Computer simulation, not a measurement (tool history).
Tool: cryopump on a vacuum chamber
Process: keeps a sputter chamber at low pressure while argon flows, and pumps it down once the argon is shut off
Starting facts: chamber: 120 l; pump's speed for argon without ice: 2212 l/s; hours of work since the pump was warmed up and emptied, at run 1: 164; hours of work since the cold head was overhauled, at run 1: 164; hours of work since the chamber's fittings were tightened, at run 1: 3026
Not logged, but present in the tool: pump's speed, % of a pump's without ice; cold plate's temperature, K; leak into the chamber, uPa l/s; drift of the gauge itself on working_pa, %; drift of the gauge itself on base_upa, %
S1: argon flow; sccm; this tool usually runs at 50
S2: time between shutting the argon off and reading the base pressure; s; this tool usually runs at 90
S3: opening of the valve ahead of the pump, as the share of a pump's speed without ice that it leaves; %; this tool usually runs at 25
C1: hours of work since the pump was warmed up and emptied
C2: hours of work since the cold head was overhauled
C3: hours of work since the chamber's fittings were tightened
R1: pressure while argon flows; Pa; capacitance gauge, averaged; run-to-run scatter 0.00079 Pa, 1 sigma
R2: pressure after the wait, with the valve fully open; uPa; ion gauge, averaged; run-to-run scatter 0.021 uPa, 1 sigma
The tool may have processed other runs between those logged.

run 1 day=0 | S1=50 S2=90 S3=25 | C1=164 C2=164 C3=3026 | R1=0.1576 R2=0.91
run 2 day=1.258 | S1=50 S2=90 S3=25 | C1=184 C2=184 C3=3047 | R1=0.1574 R2=0.89
run 3 day=2.375 | S1=50 S2=90 S3=25 | C1=203 C2=203 C3=3065 | R1=0.1588 R2=0.9
run 4 day=3.233 | S1=50 S2=90 S3=25 | C1=217 C2=217 C3=3079 | R1=0.1585 R2=0.95
run 5 day=3.871 | S1=50 S2=90 S3=25 | C1=227 C2=227 C3=3090 | R1=0.1586 R2=0.92
run 6 day=4.958 | S1=50 S2=90 S3=25 | C1=245 C2=245 C3=3107 | R1=0.1599 R2=0.91
-- day=6.121 leaking fittings of the chamber tightened, without venting
run 7 day=6.392 | S1=92 S2=90 S3=25 | C1=267 C2=267 C3=4 | R1=0.2939 R2=0.44
run 8 day=7.804 | S1=92 S2=90 S3=25 | C1=291 C2=291 C3=28 | R1=0.2967 R2=0.43
run 9 day=8.492 | S1=92 S2=90 S3=25 | C1=302 C2=302 C3=39 | R1=0.2986 R2=0.45
run 10 day=9.454 | S1=92 S2=90 S3=25 | C1=318 C2=318 C3=55 | R1=0.2996 R2=0.49
run 11 day=10.292 | S1=92 S2=90 S3=25 | C1=332 C2=332 C3=69 | R1=0.2991 R2=0.42
run 12 day=11.262 | S1=92 S2=90 S3=25 | C1=348 C2=348 C3=85 | R1=0.3033 R2=0.44
run 13 day=12.583 | S1=92 S2=90 S3=25 | C1=369 C2=369 C3=106 | R1=0.3044 R2=0.44
run 14 day=13.825 | S1=92 S2=90 S3=25 | C1=390 C2=390 C3=127 | R1=0.3046 R2=0.44
run 15 day=14.967 | S1=92 S2=90 S3=25 | C1=408 C2=408 C3=145 | R1=0.3065 R2=0.46
run 16 day=16.05 | S1=92 S2=90 S3=25 | C1=426 C2=426 C3=163 | R1=0.3053 R2=0.49
run 17 day=17.05 | S1=92 S2=90 S3=25 | C1=443 C2=443 C3=180 | R1=0.3107 R2=0.51
run 18 day=18.017 | S1=92 S2=90 S3=25 | C1=459 C2=459 C3=196 | R1=0.3083 R2=0.49
run 19 day=18.75 | S1=50 S2=61 S3=21 | C1=471 C2=471 C3=208 | R1=0.1969 R2=0.59
run 20 day=19.921 | S1=22 S2=140 S3=21 | C1=490 C2=490 C3=227 | R1=0.0875 R2=0.42
run 21 day=20.842 | S1=99 S2=25 S3=56 | C1=505 C2=505 C3=242 | R1=0.1713 R2=1.21
run 22 day=22.271 | S1=99 S2=25 S3=56 | C1=529 C2=529 C3=266 | R1=0.1729 R2=1.11
run 23 day=23.458 | S1=99 S2=25 S3=56 | C1=548 C2=548 C3=285 | R1=0.1763 R2=1.16
run 24 day=24.362 | S1=50 S2=169 S3=25 | C1=563 C2=563 C3=300 | R1=0.1728 R2=0.4
-- day=25.304 pump warmed up, emptied and cooled again
run 25 day=26 | S1=50 S2=169 S3=25 | C1=11 C2=586 C3=323 | R1=0.1537 R2=0.31
run 26 day=26.967 | S1=81 S2=31 S3=25 | C1=27 C2=602 C3=339 | R1=0.2511 R2=0.87
run 27 day=28.362 | S1=71 S2=135 S3=25 | C1=50 C2=625 C3=362 | R1=0.2192 R2=0.37
run 28 day=29.429 | S1=92 S2=125 S3=52 | C1=68 C2=643 C3=380 | R1=0.1394 R2=0.38
run 29 day=30.512 | S1=21 S2=78 S3=21 | C1=86 C2=661 C3=398 | R1=0.0772 R2=0.49
run 30 day=31.858 | S1=21 S2=78 S3=21 | C1=108 C2=683 C3=420 | R1=0.0772 R2=0.46
run 31 day=33.033 | S1=41 S2=70 S3=46 | C1=127 C2=702 C3=439 | R1=0.0716 R2=0.55
run 32 day=34.404 | S1=41 S2=70 S3=46 | C1=150 C2=725 C3=462 | R1=0.0715 R2=0.53
run 33 day=35.154 | S1=37 S2=249 S3=43 | C1=162 C2=737 C3=474 | R1=0.0701 R2=0.32
run 34 day=36.079 | S1=37 S2=249 S3=43 | C1=177 C2=752 C3=489 | R1=0.07 R2=0.33

Consider 3 possible next runs. They are alternatives, not a sequence: every one starts from the tool as it was left by run 34. What does each give?
run A day=36.829 | S1=37 S2=249 S3=23 | C1=189 C2=765 C3=502 | R1=? R2=?
run B day=36.829 | S1=50 S2=90 S3=39 | C1=189 C2=765 C3=502 | R1=? R2=?
run C day=36.829 | S1=84 S2=237 S3=25 | C1=189 C2=765 C3=502 | R1=? R2=?

run=A R1=0.1261 R2=0.31
run=B R1=0.1043 R2=0.56
run=C R1=0.2655 R2=0.34
Without the tool's unlogged condition, the same runs would have read:
run=A R1=0.1221 R2=0.2
run=B R1=0.0988 R2=0.45
run=C R1=0.2564 R2=0.23

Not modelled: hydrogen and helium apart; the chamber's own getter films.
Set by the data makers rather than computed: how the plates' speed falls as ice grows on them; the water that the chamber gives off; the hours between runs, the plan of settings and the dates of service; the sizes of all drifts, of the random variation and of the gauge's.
